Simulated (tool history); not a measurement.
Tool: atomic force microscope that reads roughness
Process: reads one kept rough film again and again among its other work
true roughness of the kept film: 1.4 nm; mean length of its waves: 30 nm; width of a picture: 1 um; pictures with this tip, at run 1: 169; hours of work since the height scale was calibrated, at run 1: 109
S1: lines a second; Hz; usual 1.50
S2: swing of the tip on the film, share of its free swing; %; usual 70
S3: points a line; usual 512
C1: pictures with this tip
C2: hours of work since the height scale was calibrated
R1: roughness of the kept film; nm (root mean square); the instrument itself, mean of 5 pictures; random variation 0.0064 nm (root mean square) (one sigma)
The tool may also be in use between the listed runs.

Run 1, hour 0.0: usual settings; C1 169; C2 109. Result: R1 1.132 nm (root mean square).
Run 2, hour 8.3: usual settings but S3 378; C1 185; C2 114. Result: R1 1.113 nm (root mean square).
Run 3, hour 18.2: usual settings; C1 204; C2 120. Result: R1 1.102 nm (root mean square).
Run 4, hour 32.8: usual settings; C1 231; C2 128. Result: R1 1.089 nm (root mean square).
Run 5, hour 41.0: usual settings but S3 290; C1 247; C2 133. Result: R1 1.084 nm (root mean square).
Run 6, hour 49.2: usual settings but S3 290; C1 262; C2 138. Result: R1 1.063 nm (root mean square).
Run 7, hour 55.6: usual settings but S3 290; C1 275; C2 142. Result: R1 1.056 nm (root mean square).
Run 8, hour 68.1: usual settings; C1 298; C2 149. Result: R1 1.060 nm (root mean square).
Run 9, hour 74.3: usual settings; C1 310; C2 153. Result: R1 1.046 nm (root mean square).
Run 10, hour 81.1: usual settings but S1 1.59 Hz; C1 323; C2 157. Result: R1 1.042 nm (root mean square).
Run 11, hour 92.5: usual settings; C1 344; C2 163. Result: R1 1.030 nm (root mean square).
Run 12, hour 107.6: usual settings; C1 373; C2 172. Result: R1 1.028 nm (root mean square).
Run 13, hour 116.0: usual settings but S1 1.81 Hz; C1 389; C2 177. Result: R1 1.013 nm (root mean square).
At hour 117.2: new tip fitted.
Run 14, hour 123.2: usual settings but S1 1.81 Hz; C1 12; C2 181. Result: R1 1.220 nm (root mean square).
Run 15, hour 129.3: usual settings but S1 1.82 Hz; C1 23; C2 184. Result: R1 1.204 nm (root mean square).
Run 16, hour 137.8: usual settings but S1 1.82 Hz; C1 39; C2 189. Result: R1 1.194 nm (root mean square).

Forecast run 17:
Run 17, hour 152.0: usual settings but S2 64 %, S3 384; C1 66; C2 198. Result: R1 ?.

R1: 1.223 nm (root mean square)
Without the tool's hidden state the same run would have given R1 1.269 nm (root mean square).
